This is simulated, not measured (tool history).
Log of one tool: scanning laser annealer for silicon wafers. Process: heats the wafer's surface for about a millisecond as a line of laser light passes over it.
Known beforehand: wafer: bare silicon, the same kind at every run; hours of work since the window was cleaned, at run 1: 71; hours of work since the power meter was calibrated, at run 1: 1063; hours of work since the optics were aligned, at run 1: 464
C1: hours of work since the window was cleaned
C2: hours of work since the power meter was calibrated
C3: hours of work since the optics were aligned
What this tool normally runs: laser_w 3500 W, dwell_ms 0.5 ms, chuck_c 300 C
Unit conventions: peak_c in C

{"run": 1, "hour": 0.0, "laser_w": 3500, "dwell_ms": 0.5, "chuck_c": 300, "C1": 71, "C2": 1063, "C3": 464, "peak_c": 1013}
{"run": 2, "hour": 50.7, "laser_w": 3500, "dwell_ms": 0.495, "chuck_c": 300, "C1": 102, "C2": 1093, "C3": 494, "peak_c": 1007}
{"run": 3, "hour": 85.2, "laser_w": 3500, "dwell_ms": 0.495, "chuck_c": 300, "C1": 122, "C2": 1113, "C3": 515, "peak_c": 1006}
{"run": 4, "hour": 154.2, "laser_w": 3500, "dwell_ms": 0.5, "chuck_c": 300, "C1": 163, "C2": 1155, "C3": 556, "peak_c": 1009}
{"run": 5, "hour": 234.6, "laser_w": 3500, "dwell_ms": 0.5, "chuck_c": 300, "C1": 211, "C2": 1202, "C3": 604, "peak_c": 1006}
{"run": 6, "hour": 278.7, "laser_w": 3500, "dwell_ms": 0.5, "chuck_c": 322, "C1": 237, "C2": 1229, "C3": 630, "peak_c": 1026}
{"run": 7, "hour": 354.3, "laser_w": 3500, "dwell_ms": 0.5, "chuck_c": 300, "C1": 282, "C2": 1274, "C3": 675, "peak_c": 999}
{"run": 8, "hour": 421.3, "laser_w": 3500, "dwell_ms": 0.5, "chuck_c": 291, "C1": 322, "C2": 1314, "C3": 715, "peak_c": 987}
{"run": 9, "hour": 477.2, "laser_w": 3500, "dwell_ms": 0.5, "chuck_c": 329, "C1": 356, "C2": 1347, "C3": 748, "peak_c": 1019}
{"hour": 512.6, "done": "window over the wafer cleaned"}
{"run": 10, "hour": 522.1, "laser_w": 3500, "dwell_ms": 0.5, "chuck_c": 329, "C1": 6, "C2": 1372, "C3": 774, "peak_c": 1052}
{"hour": 547.4, "done": "optics aligned, line set to its width"}
{"run": 11, "hour": 581.6, "laser_w": 3500, "dwell_ms": 0.464, "chuck_c": 329, "C1": 38, "C2": 1405, "C3": 20, "peak_c": 1018}
{"run": 12, "hour": 637.9, "laser_w": 3500, "dwell_ms": 0.393, "chuck_c": 300, "C1": 72, "C2": 1438, "C3": 54, "peak_c": 927}
{"run": 13, "hour": 688.0, "laser_w": 3500, "dwell_ms": 0.393, "chuck_c": 300, "C1": 101, "C2": 1468, "C3": 84, "peak_c": 925}
{"run": 14, "hour": 758.8, "laser_w": 3478, "dwell_ms": 0.5, "chuck_c": 300, "C1": 144, "C2": 1510, "C3": 126, "peak_c": 1009}
{"run": 15, "hour": 802.7, "laser_w": 3478, "dwell_ms": 0.5, "chuck_c": 300, "C1": 170, "C2": 1537, "C3": 152, "peak_c": 1005}
{"run": 16, "hour": 853.3, "laser_w": 3500, "dwell_ms": 0.496, "chuck_c": 300, "C1": 200, "C2": 1567, "C3": 182, "peak_c": 1005}
{"run": 17, "hour": 936.6, "laser_w": 3500, "dwell_ms": 0.5, "chuck_c": 300, "C1": 249, "C2": 1616, "C3": 232, "peak_c": 1008}
{"run": 18, "hour": 978.9, "laser_w": 3500, "dwell_ms": 0.5, "chuck_c": 300, "C1": 275, "C2": 1641, "C3": 257, "peak_c": 1002}
{"run": 19, "hour": 1053.0, "laser_w": 3464, "dwell_ms": 0.5, "chuck_c": 300, "C1": 319, "C2": 1686, "C3": 301, "peak_c": 992}
{"run": 20, "hour": 1136.7, "laser_w": 3464, "dwell_ms": 0.5, "chuck_c": 311, "C1": 369, "C2": 1735, "C3": 351, "peak_c": 1000}
{"hour": 1150.1, "done": "window over the wafer cleaned"}
{"run": 21, "hour": 1179.6, "laser_w": 3464, "dwell_ms": 0.5, "chuck_c": 311, "C1": 18, "C2": 1760, "C3": 375, "peak_c": 1023}
{"run": 22, "hour": 1250.7, "laser_w": 3665, "dwell_ms": 0.554, "chuck_c": 300, "C1": 60, "C2": 1802, "C3": 418, "peak_c": 1091}
{"run": 23, "hour": 1329.8, "laser_w": 3330, "dwell_ms": 0.414, "chuck_c": 332, "C1": 107, "C2": 1849, "C3": 465, "peak_c": 947}
{"run": 24, "hour": 1412.3, "laser_w": 3330, "dwell_ms": 0.414, "chuck_c": 332, "C1": 156, "C2": 1898, "C3": 514, "peak_c": 942}
{"run": 25, "hour": 1468.5, "laser_w": 3330, "dwell_ms": 0.414, "chuck_c": 332, "C1": 190, "C2": 1932, "C3": 547, "peak_c": 942}
{"run": 26, "hour": 1524.5, "laser_w": 3676, "dwell_ms": 0.432, "chuck_c": 274, "C1": 223, "C2": 1965, "C3": 581, "peak_c": 948}
{"run": 27, "hour": 1584.9, "laser_w": 3500, "dwell_ms": 0.417, "chuck_c": 300, "C1": 259, "C2": 2001, "C3": 617, "peak_c": 935}
{"run": 28, "hour": 1620.1, "laser_w": 3500, "dwell_ms": 0.504, "chuck_c": 289, "C1": 280, "C2": 2022, "C3": 638, "peak_c": 990}
{"run": 29, "hour": 1666.9, "laser_w": 3054, "dwell_ms": 0.5, "chuck_c": 319, "C1": 308, "C2": 2050, "C3": 665, "peak_c": 938}
{"run": 30, "hour": 1733.2, "laser_w": 3768, "dwell_ms": 0.559, "chuck_c": 321, "C1": 347, "C2": 2089, "C3": 705, "peak_c": 1111}
{"hour": 1781.3, "done": "window over the wafer cleaned"}
{"run": 31, "hour": 1781.3, "laser_w": 3500, "dwell_ms": 0.5, "chuck_c": 275, "C1": 0, "C2": 2117, "C3": 732, "peak_c": 996}
{"run": 32, "hour": 1846.4, "laser_w": 3500, "dwell_ms": 0.5, "chuck_c": 275, "C1": 39, "C2": 2156, "C3": 771, "peak_c": 992}
{"hour": 1874.0, "done": "optics aligned, line set to its width"}
{"run": 33, "hour": 1910.0, "laser_w": 3500, "dwell_ms": 0.5, "chuck_c": 275, "C1": 74, "C2": 2191, "C3": 21, "peak_c": 994}
{"run": 34, "hour": 1983.5, "laser_w": 3500, "dwell_ms": 0.5, "chuck_c": 275, "C1": 117, "C2": 2234, "C3": 65, "peak_c": 990}
{"run": 35, "hour": 2053.6, "laser_w": 2976, "dwell_ms": 0.578, "chuck_c": 280, "C1": 159, "C2": 2276, "C3": 107, "peak_c": 948}
{"run": 36, "hour": 2090.9, "laser_w": 3786, "dwell_ms": 0.55, "chuck_c": 317, "C1": 181, "C2": 2298, "C3": 129, "peak_c": 1125}
{"run": 37, "hour": 2141.3, "laser_w": 3053, "dwell_ms": 0.528, "chuck_c": 303, "C1": 211, "C2": 2328, "C3": 159, "peak_c": 950}
{"run": 38, "hour": 2201.4, "laser_w": 3500, "dwell_ms": 0.601, "chuck_c": 315, "C1": 247, "C2": 2364, "C3": 195, "peak_c": 1098}
{"run": 39, "hour": 2275.0, "laser_w": 3693, "dwell_ms": 0.533, "chuck_c": 318, "C1": 291, "C2": 2408, "C3": 239, "peak_c": 1082}
{"run": 40, "hour": 2324.7, "laser_w": 3693, "dwell_ms": 0.533, "chuck_c": 318, "C1": 321, "C2": 2437, "C3": 268, "peak_c": 1082}

How would selected steps in peak_c from run to run divide? Give the signed amount a tool lacking its hidden state would still show from settings, what came in and random variation, and the signed amount left for the hidden state, including any gauge scatter that is not in both of the compared results.
Hidden conditions of the tool in this case: light that passes the window, % of a clean one's; laser's true power over the reading, %; width of the line over the set one, %; drift of the gauge itself on peak_c, C.
Run 9 -> 10: window over the wafer cleaned. peak_c +33 C: hidden state +25, all else +8.
Run 20 -> 21: window over the wafer cleaned. peak_c +23 C: hidden state +23, all else +0.
Run 29 -> 30: laser_w 3054 -> 3768, dwell_ms 0.5 -> 0.559, chuck_c 319 -> 321. peak_c +173 C: hidden state -10, all else +183.
Run 30 -> 31: laser_w 3768 -> 3500, dwell_ms 0.559 -> 0.5, chuck_c 321 -> 275, window over the wafer cleaned. peak_c -115 C: hidden state +28, all else -143.
Run 35 -> 36: laser_w 2976 -> 3786, dwell_ms 0.578 -> 0.55, chuck_c 280 -> 317. peak_c +177 C: hidden state -4, all else +181.
Run 36 -> 37: laser_w 3786 -> 3053, dwell_ms 0.55 -> 0.528, chuck_c 317 -> 303. peak_c -175 C: hidden state +1, all else -176.
